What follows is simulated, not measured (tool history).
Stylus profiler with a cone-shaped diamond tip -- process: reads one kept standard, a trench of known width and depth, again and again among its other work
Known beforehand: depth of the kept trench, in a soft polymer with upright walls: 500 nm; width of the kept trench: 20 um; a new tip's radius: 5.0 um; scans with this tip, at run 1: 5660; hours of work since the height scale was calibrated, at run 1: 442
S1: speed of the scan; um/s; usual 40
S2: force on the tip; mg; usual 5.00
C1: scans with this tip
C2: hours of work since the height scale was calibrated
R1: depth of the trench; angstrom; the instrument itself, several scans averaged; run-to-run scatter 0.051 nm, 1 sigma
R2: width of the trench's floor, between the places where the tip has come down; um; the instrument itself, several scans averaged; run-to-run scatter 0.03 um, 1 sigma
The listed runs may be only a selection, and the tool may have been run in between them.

run 1 hour=0.0 | S1=40 S2=5.00 | C1=5660 C2=442 | R1=5094.9 R2=15.59
run 2 hour=12.6 | S1=40 S2=5.00 | C1=5785 C2=451 | R1=5094.1 R2=15.61
run 3 hour=19.7 | S1=40 S2=5.00 | C1=5855 C2=457 | R1=5094.9 R2=15.52
run 4 hour=27.5 | S1=40 S2=5.00 | C1=5932 C2=463 | R1=5094.8 R2=15.59
run 5 hour=37.0 | S1=40 S2=5.00 | C1=6027 C2=470 | R1=5094.3 R2=15.58
run 6 hour=47.9 | S1=40 S2=5.00 | C1=6135 C2=479 | R1=5094.7 R2=15.62
run 7 hour=61.1 | S1=40 S2=5.00 | C1=6266 C2=489 | R1=5094.8 R2=15.62
run 8 hour=71.5 | S1=40 S2=5.00 | C1=6368 C2=497 | R1=5093.7 R2=15.50
run 9 hour=80.8 | S1=40 S2=5.00 | C1=6461 C2=504 | R1=5094.3 R2=15.59
run 10 hour=95.0 | S1=40 S2=5.00 | C1=6602 C2=515 | R1=5094.8 R2=15.57
run 11 hour=105.4 | S1=40 S2=5.00 | C1=6705 C2=523 | R1=5094.8 R2=15.56
run 12 hour=116.4 | S1=40 S2=5.00 | C1=6814 C2=532 | R1=5094.7 R2=15.57
run 13 hour=123.6 | S1=40 S2=5.00 | C1=6885 C2=537 | R1=5094.1 R2=15.56
run 14 hour=136.5 | S1=40 S2=5.00 | C1=7013 C2=547 | R1=5095.3 R2=15.62
run 15 hour=148.3 | S1=40 S2=3.35 | C1=7131 C2=556 | R1=5071.7 R2=15.55
run 16 hour=162.5 | S1=40 S2=3.35 | C1=7271 C2=567 | R1=5073.2 R2=15.57
run 17 hour=170.3 | S1=40 S2=9.57 | C1=7348 C2=573 | R1=5146.9 R2=15.60
run 18 hour=177.9 | S1=40 S2=9.57 | C1=7424 C2=579 | R1=5146.3 R2=15.59
run 19 hour=187.0 | S1=16 S2=9.57 | C1=7514 C2=586 | R1=5145.9 R2=15.63
run 20 hour=197.2 | S1=40 S2=8.33 | C1=7615 C2=594 | R1=5133.4 R2=15.58
run 21 hour=208.9 | S1=39 S2=4.07 | C1=7731 C2=603 | R1=5081.5 R2=15.53
run 22 hour=222.9 | S1=40 S2=3.78 | C1=7870 C2=614 | R1=5079.4 R2=15.53
run 23 hour=232.9 | S1=40 S2=3.78 | C1=7969 C2=622 | R1=5078.0 R2=15.57
run 24 hour=242.7 | S1=71 S2=4.23 | C1=8067 C2=629 | R1=5085.4 R2=15.53
run 25 hour=255.7 | S1=71 S2=4.23 | C1=8195 C2=639 | R1=5083.8 R2=15.50
run 26 hour=263.4 | S1=40 S2=5.97 | C1=8271 C2=645 | R1=5105.7 R2=15.60
run 27 hour=269.7 | S1=10 S2=3.82 | C1=8334 C2=650 | R1=5079.0 R2=15.55
run 28 hour=284.5 | S1=117 S2=6.92 | C1=8480 C2=662 | R1=5118.1 R2=15.50
run 29 hour=296.8 | S1=91 S2=2.15 | C1=8603 C2=671 | R1=5053.6 R2=15.41
run 30 hour=306.9 | S1=91 S2=2.15 | C1=8703 C2=679 | R1=5053.9 R2=15.41
run 31 hour=316.1 | S1=98 S2=2.81 | C1=8794 C2=686 | R1=5063.5 R2=15.45
run 32 hour=331.2 | S1=45 S2=9.40 | C1=8944 C2=698 | R1=5144.2 R2=15.56
run 33 hour=341.2 | S1=118 S2=6.40 | C1=9043 C2=706 | R1=5112.5 R2=15.47
run 34 hour=353.4 | S1=118 S2=13.36 | C1=9164 C2=715 | R1=5182.7 R2=15.52
run 35 hour=366.4 | S1=118 S2=13.36 | C1=9293 C2=725 | R1=5182.5 R2=15.52
run 36 hour=381.6 | S1=68 S2=1.75 | C1=9444 C2=737 | R1=5047.7 R2=15.48
run 37 hour=395.0 | S1=12 S2=1.83 | C1=9577 C2=747 | R1=5048.1 R2=15.62
run 38 hour=403.0 | S1=11 S2=11.81 | C1=9656 C2=753 | R1=5168.4 R2=15.59
run 39 hour=416.3 | S1=11 S2=11.81 | C1=9787 C2=764 | R1=5168.7 R2=15.62
run 40 hour=428.7 | S1=29 S2=6.68 | C1=9911 C2=773 | R1=5115.5 R2=15.57

Results per run with the tool's hidden condition removed, run-to-run variation unchanged:
Hidden state at play: radius of the tip, um; height scale over the true one, %; drift of the gauge itself on depth_nm, %; drift of the gauge itself on floor_um, %.
run=1 R2=15.60
run=2 R2=15.63
run=3 R2=15.54
run=4 R2=15.61
run=5 R2=15.59
run=6 R2=15.64
run=7 R2=15.64
run=8 R2=15.52
run=9 R2=15.61
run=10 R2=15.59
run=11 R2=15.58
run=12 R2=15.59
run=13 R2=15.58
run=14 R2=15.64
run=15 R2=15.57
run=16 R2=15.59
run=17 R2=15.62
run=18 R2=15.61
run=19 R2=15.65
run=20 R2=15.60
run=21 R2=15.55
run=22 R2=15.55
run=23 R2=15.59
run=24 R2=15.56
run=25 R2=15.52
run=26 R2=15.62
run=27 R2=15.58
run=28 R2=15.52
run=29 R2=15.44
run=30 R2=15.44
run=31 R2=15.48
run=32 R2=15.59
run=33 R2=15.50
run=34 R2=15.55
run=35 R2=15.54
run=36 R2=15.50
run=37 R2=15.65
run=38 R2=15.62
run=39 R2=15.65
run=40 R2=15.60
R1 without the hidden state stays within 0.1 angstrom of what was measured, in all runs.
